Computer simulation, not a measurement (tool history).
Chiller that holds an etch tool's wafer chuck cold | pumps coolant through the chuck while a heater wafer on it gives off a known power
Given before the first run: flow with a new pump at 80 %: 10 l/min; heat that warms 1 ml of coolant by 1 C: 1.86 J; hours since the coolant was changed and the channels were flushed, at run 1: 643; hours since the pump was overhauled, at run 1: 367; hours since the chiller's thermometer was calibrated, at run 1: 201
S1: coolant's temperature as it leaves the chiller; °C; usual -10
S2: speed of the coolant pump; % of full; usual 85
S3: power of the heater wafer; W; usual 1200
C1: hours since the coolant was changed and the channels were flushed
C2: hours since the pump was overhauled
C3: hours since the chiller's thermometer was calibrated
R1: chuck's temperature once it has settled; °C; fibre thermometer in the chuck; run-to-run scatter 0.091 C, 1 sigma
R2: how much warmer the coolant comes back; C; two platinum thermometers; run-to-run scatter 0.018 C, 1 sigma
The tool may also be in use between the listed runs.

{"run": 1, "hour": 0.0, "S1": -10, "S2": 85, "S3": 1200, "C1": 643, "C2": 367, "C3": 201, "R1": -1.6, "R2": 3.61}
{"run": 2, "hour": 40.9, "S1": -10, "S2": 85, "S3": 1200, "C1": 684, "C2": 408, "C3": 242, "R1": -1.52, "R2": 3.62}
{"run": 3, "hour": 76.9, "S1": -10, "S2": 85, "S3": 1200, "C1": 720, "C2": 444, "C3": 278, "R1": -1.56, "R2": 3.63}
{"run": 4, "hour": 106.0, "S1": -10, "S2": 85, "S3": 1200, "C1": 749, "C2": 473, "C3": 307, "R1": -1.53, "R2": 3.65}
{"run": 5, "hour": 144.3, "S1": -10, "S2": 85, "S3": 1200, "C1": 788, "C2": 511, "C3": 346, "R1": -1.52, "R2": 3.65}
{"run": 6, "hour": 168.6, "S1": -10, "S2": 85, "S3": 1200, "C1": 812, "C2": 536, "C3": 370, "R1": -1.52, "R2": 3.63}
{"run": 7, "hour": 197.1, "S1": -10, "S2": 85, "S3": 1200, "C1": 840, "C2": 564, "C3": 398, "R1": -1.56, "R2": 3.6}
{"run": 8, "hour": 214.1, "S1": -3, "S2": 85, "S3": 1200, "C1": 857, "C2": 581, "C3": 415, "R1": 5.64, "R2": 3.65}
{"run": 9, "hour": 232.7, "S1": -3, "S2": 85, "S3": 1200, "C1": 876, "C2": 600, "C3": 434, "R1": 5.4, "R2": 3.66}
{"run": 10, "hour": 272.5, "S1": -3, "S2": 85, "S3": 1200, "C1": 916, "C2": 639, "C3": 474, "R1": 5.38, "R2": 3.65}
{"run": 11, "hour": 303.5, "S1": -3, "S2": 85, "S3": 1200, "C1": 947, "C2": 670, "C3": 505, "R1": 5.46, "R2": 3.64}
{"hour": 311.3, "done": "coolant pump overhauled"}
{"run": 12, "hour": 341.7, "S1": -3, "S2": 85, "S3": 1200, "C1": 980, "C2": 30, "C3": 538, "R1": 5.58, "R2": 3.62}
{"run": 13, "hour": 370.0, "S1": -3, "S2": 85, "S3": 1200, "C1": 1008, "C2": 59, "C3": 566, "R1": 5.38, "R2": 3.64}
{"hour": 389.3, "done": "coolant pump overhauled, once more"}
{"run": 14, "hour": 404.8, "S1": -3, "S2": 85, "S3": 1200, "C1": 1038, "C2": 16, "C3": 596, "R1": 5.73, "R2": 3.63}
{"run": 15, "hour": 438.8, "S1": -3, "S2": 85, "S3": 1200, "C1": 1072, "C2": 49, "C3": 630, "R1": 5.61, "R2": 3.65}
{"run": 16, "hour": 461.3, "S1": -3, "S2": 85, "S3": 1200, "C1": 1095, "C2": 72, "C3": 653, "R1": 5.47, "R2": 3.68}
{"run": 17, "hour": 487.6, "S1": -9, "S2": 100, "S3": 1200, "C1": 1121, "C2": 98, "C3": 679, "R1": -1.26, "R2": 3.05}
{"run": 18, "hour": 524.3, "S1": -18, "S2": 85, "S3": 1200, "C1": 1157, "C2": 135, "C3": 716, "R1": -9.45, "R2": 3.66}
{"run": 19, "hour": 541.2, "S1": -10, "S2": 91, "S3": 630, "C1": 1174, "C2": 152, "C3": 732, "R1": -5.8, "R2": 1.81}
{"run": 20, "hour": 572.2, "S1": -1, "S2": 85, "S3": 717, "C1": 1205, "C2": 183, "C3": 764, "R1": 4.18, "R2": 2.19}
{"run": 21, "hour": 594.4, "S1": -9, "S2": 79, "S3": 660, "C1": 1228, "C2": 205, "C3": 786, "R1": -4.05, "R2": 2.18}
{"run": 22, "hour": 616.1, "S1": -9, "S2": 79, "S3": 660, "C1": 1249, "C2": 227, "C3": 807, "R1": -4.18, "R2": 2.16}
{"run": 23, "hour": 636.8, "S1": -9, "S2": 79, "S3": 660, "C1": 1270, "C2": 247, "C3": 828, "R1": -4.14, "R2": 2.15}
{"run": 24, "hour": 678.1, "S1": -9, "S2": 79, "S3": 660, "C1": 1311, "C2": 289, "C3": 869, "R1": -4.18, "R2": 2.17}
{"run": 25, "hour": 716.1, "S1": -10, "S2": 88, "S3": 807, "C1": 1349, "C2": 327, "C3": 907, "R1": -4.26, "R2": 2.41}
{"run": 26, "hour": 751.2, "S1": -10, "S2": 88, "S3": 807, "C1": 1384, "C2": 362, "C3": 943, "R1": -4.55, "R2": 2.39}
{"run": 27, "hour": 775.7, "S1": -10, "S2": 88, "S3": 807, "C1": 1409, "C2": 386, "C3": 967, "R1": -4.41, "R2": 2.35}
{"run": 28, "hour": 798.6, "S1": -10, "S2": 88, "S3": 807, "C1": 1432, "C2": 409, "C3": 990, "R1": -4.41, "R2": 2.38}
{"run": 29, "hour": 818.5, "S1": -10, "S2": 88, "S3": 807, "C1": 1452, "C2": 429, "C3": 1010, "R1": -4.35, "R2": 2.39}
{"run": 30, "hour": 838.9, "S1": -10, "S2": 88, "S3": 807, "C1": 1472, "C2": 450, "C3": 1030, "R1": -4.39, "R2": 2.37}
{"run": 31, "hour": 866.1, "S1": -10, "S2": 85, "S3": 650, "C1": 1499, "C2": 477, "C3": 1057, "R1": -5.49, "R2": 2.01}

For some of the steps in R1 from one run to the next: how much would appear even if the tool had no hidden state, given the settings, what came in and random variation, and how much remains for the hidden state plus any gauge scatter that the measured result and the result without hidden state don't share?
The tool's hidden condition here consists of: heat passed by the chuck's channels, % of clean ones'; flow at a given pump speed, % of a new pump's; coolant's true temperature over the reading, C; drift of the gauge itself on chuck_c, C; drift of the gauge itself on warmer_back_c, C.
Run 17 -> 18: S1 -9 -> -18, S2 100 -> 85. R1 -8.19 °C: hidden state +0.04, all else -8.23.
Run 18 -> 19: S1 -18 -> -10, S2 85 -> 91, S3 1200 -> 630. R1 +3.65 °C: hidden state -0.18, all else +3.83.
Run 19 -> 20: S1 -10 -> -1, S2 91 -> 85, S3 630 -> 717. R1 +9.98 °C: hidden state +0.03, all else +9.95.
Run 20 -> 21: S1 -1 -> -9, S2 85 -> 79, S3 717 -> 660. R1 -8.23 °C: hidden state +0, all else -8.23.
Run 30 -> 31: S2 88 -> 85, S3 807 -> 650. R1 -1.1 °C: hidden state -0.05, all else -1.05.
